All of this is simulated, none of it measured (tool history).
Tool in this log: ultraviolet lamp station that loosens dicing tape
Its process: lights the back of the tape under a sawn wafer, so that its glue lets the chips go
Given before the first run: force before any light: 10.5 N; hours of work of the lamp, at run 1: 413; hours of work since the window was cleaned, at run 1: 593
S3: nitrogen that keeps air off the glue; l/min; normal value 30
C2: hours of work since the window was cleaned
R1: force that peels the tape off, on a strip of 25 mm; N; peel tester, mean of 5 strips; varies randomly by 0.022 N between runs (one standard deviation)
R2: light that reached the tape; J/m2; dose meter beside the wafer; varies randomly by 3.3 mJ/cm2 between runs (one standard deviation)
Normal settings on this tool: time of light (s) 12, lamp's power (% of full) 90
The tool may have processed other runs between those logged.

Run 1, hour 0.0: usual settings; hours of work of the lamp 413; C2 593. Result: R1 1.688 N, R2 4120 J/m2.
Run 2, hour 16.6: usual settings but lamp's power (% of full) 71; hours of work of the lamp 423; C2 602. Result: R1 2.417 N, R2 3280 J/m2.
Run 3, hour 28.5: usual settings but lamp's power (% of full) 71; hours of work of the lamp 430; C2 609. Result: R1 2.416 N, R2 3300 J/m2.
At hour 32.5: window cleaned of glue's vapour.
Run 4, hour 46.5: usual settings but S3 23 l/min; hours of work of the lamp 440; C2 8. Result: R1 2.183 N, R2 3870 J/m2.
Run 5, hour 67.5: usual settings but S3 23 l/min; hours of work of the lamp 452; C2 21. Result: R1 2.154 N, R2 3780 J/m2.
Run 6, hour 82.0: usual settings; hours of work of the lamp 461; C2 29. Result: R1 1.966 N, R2 3740 J/m2.
Run 7, hour 110.0: usual settings; hours of work of the lamp 477; C2 46. Result: R1 1.942 N, R2 3750 J/m2.
At hour 121.6: window cleaned of glue's vapour, once more.
Run 8, hour 127.5: usual settings; hours of work of the lamp 487; C2 3. Result: R1 1.302 N, R2 4790 J/m2.
Run 9, hour 143.3: usual settings; hours of work of the lamp 497; C2 13. Result: R1 1.303 N, R2 4830 J/m2.
Run 10, hour 169.1: usual settings; hours of work of the lamp 512; C2 28. Result: R1 1.369 N, R2 4760 J/m2.
Run 11, hour 190.8: usual settings; hours of work of the lamp 525; C2 41. Result: R1 1.357 N, R2 4730 J/m2.
Run 12, hour 208.4: usual settings; hours of work of the lamp 535; C2 51. Result: R1 1.331 N, R2 4740 J/m2.
Run 13, hour 226.5: usual settings; hours of work of the lamp 546; C2 62. Result: R1 1.355 N, R2 4690 J/m2.
Run 14, hour 246.0: usual settings; hours of work of the lamp 557; C2 73. Result: R1 1.417 N, R2 4680 J/m2.
Run 15, hour 270.7: usual settings; hours of work of the lamp 572; C2 88. Result: R1 1.385 N, R2 4650 J/m2.
Run 16, hour 287.7: usual settings; hours of work of the lamp 582; C2 98. Result: R1 1.378 N, R2 4700 J/m2.
Run 17, hour 311.5: usual settings; hours of work of the lamp 596; C2 112. Result: R1 1.357 N, R2 4590 J/m2.
Run 18, hour 338.9: usual settings; hours of work of the lamp 612; C2 128. Result: R1 1.468 N, R2 4620 J/m2.
Run 19, hour 359.6: usual settings; hours of work of the lamp 624; C2 140. Result: R1 1.431 N, R2 4540 J/m2.
Run 20, hour 382.9: usual settings; hours of work of the lamp 638; C2 154. Result: R1 1.405 N, R2 4590 J/m2.
Run 21, hour 407.5: usual settings but time of light (s) 17, lamp's power (% of full) 93, S3 35 l/min; hours of work of the lamp 652; C2 168. Result: R1 0.661 N, R2 6600 J/m2.
Run 22, hour 419.6: usual settings but time of light (s) 17, lamp's power (% of full) 93, S3 35 l/min; hours of work of the lamp 659; C2 175. Result: R1 0.692 N, R2 6570 J/m2.
Run 23, hour 441.0: usual settings but time of light (s) 17, lamp's power (% of full) 86, S3 35 l/min; hours of work of the lamp 672; C2 188. Result: R1 0.787 N, R2 6040 J/m2.
Run 24, hour 462.8: usual settings but time of light (s) 7, lamp's power (% of full) 99, S3 57 l/min; hours of work of the lamp 685; C2 201. Result: R1 2.583 N, R2 2860 J/m2.
Run 25, hour 475.6: usual settings but time of light (s) 7, lamp's power (% of full) 99, S3 57 l/min; hours of work of the lamp 692; C2 208. Result: R1 2.510 N, R2 2860 J/m2.
Run 26, hour 492.0: usual settings but lamp's power (% of full) 99, S3 57 l/min; hours of work of the lamp 702; C2 218. Result: R1 1.036 N, R2 4890 J/m2.
Run 27, hour 514.6: usual settings but time of light (s) 6, S3 25 l/min; hours of work of the lamp 715; C2 231. Result: R1 3.925 N, R2 2160 J/m2.
Run 28, hour 537.0: usual settings but time of light (s) 8, S3 38 l/min; hours of work of the lamp 729; C2 245. Result: R1 2.709 N, R2 2890 J/m2.
Run 29, hour 562.9: usual settings but time of light (s) 11, lamp's power (% of full) 95, S3 18 l/min; hours of work of the lamp 744; C2 260. Result: R1 2.074 N, R2 4190 J/m2.
Run 30, hour 579.2: usual settings but time of light (s) 11, lamp's power (% of full) 95, S3 18 l/min; hours of work of the lamp 753; C2 269. Result: R1 2.030 N, R2 4140 J/m2.
Run 31, hour 598.8: usual settings but time of light (s) 11, lamp's power (% of full) 95, S3 18 l/min; hours of work of the lamp 765; C2 281. Result: R1 2.051 N, R2 4150 J/m2.
Run 32, hour 625.9: usual settings but time of light (s) 11, lamp's power (% of full) 95, S3 18 l/min; hours of work of the lamp 781; C2 297. Result: R1 2.120 N, R2 4130 J/m2.
Run 33, hour 651.1: usual settings but time of light (s) 11, lamp's power (% of full) 95, S3 18 l/min; hours of work of the lamp 796; C2 312. Result: R1 2.193 N, R2 4130 J/m2.
Run 34, hour 679.1: usual settings but time of light (s) 11, lamp's power (% of full) 95, S3 18 l/min; hours of work of the lamp 812; C2 328. Result: R1 2.207 N, R2 4040 J/m2.
Run 35, hour 707.9: usual settings but time of light (s) 23, lamp's power (% of full) 81, S3 19 l/min; hours of work of the lamp 829; C2 345. Result: R1 0.754 N, R2 7120 J/m2.
Run 36, hour 719.8: usual settings but time of light (s) 23, lamp's power (% of full) 85, S3 19 l/min; hours of work of the lamp 836; C2 352. Result: R1 0.673 N, R2 7550 J/m2.
Run 37, hour 744.9: usual settings but time of light (s) 14, lamp's power (% of full) 85, S3 34 l/min; hours of work of the lamp 851; C2 367. Result: R1 1.411 N, R2 4540 J/m2.
Run 38, hour 772.0: usual settings but time of light (s) 14, lamp's power (% of full) 85, S3 24 l/min; hours of work of the lamp 867; C2 383. Result: R1 1.676 N, R2 4440 J/m2.
Run 39, hour 798.7: usual settings but time of light (s) 14, lamp's power (% of full) 85, S3 24 l/min; hours of work of the lamp 883; C2 399. Result: R1 1.576 N, R2 4470 J/m2.

Consider 5 possible next runs. They are alternatives, not a sequence: every one starts from the tool as it was left by run 39. What does each give?
Run A, hour 816.7: usual settings but lamp's power (% of full) 72; hours of work of the lamp 893; C2 409. Result: R1 ?, R2 ?.
Run B, hour 816.7: usual settings but time of light (s) 14, lamp's power (% of full) 97, S3 21 l/min; hours of work of the lamp 893; C2 409. Result: R1 ?, R2 ?.
Run C, hour 816.7: usual settings but lamp's power (% of full) 78, S3 44 l/min; hours of work of the lamp 893; C2 409. Result: R1 ?, R2 ?.
Run D, hour 816.7: usual settings but time of light (s) 9; hours of work of the lamp 893; C2 409. Result: R1 ?, R2 ?.
Run E, hour 816.7: usual settings but time of light (s) 14, lamp's power (% of full) 66, S3 22 l/min; hours of work of the lamp 893; C2 409. Result: R1 ?, R2 ?.

run     R1    R2
  A  2.496  3180
  B  1.395  5030
  C  2.030  3540
  D  2.693  3020
  E  2.515  3430
Take away the tool's hidden state, keep each run's random variation, and the runs would have read:
run     R1    R2
  A  1.620  4230
  B  0.806  6690
  C  1.254  4700
  D  1.785  4010
  E  1.631  4560
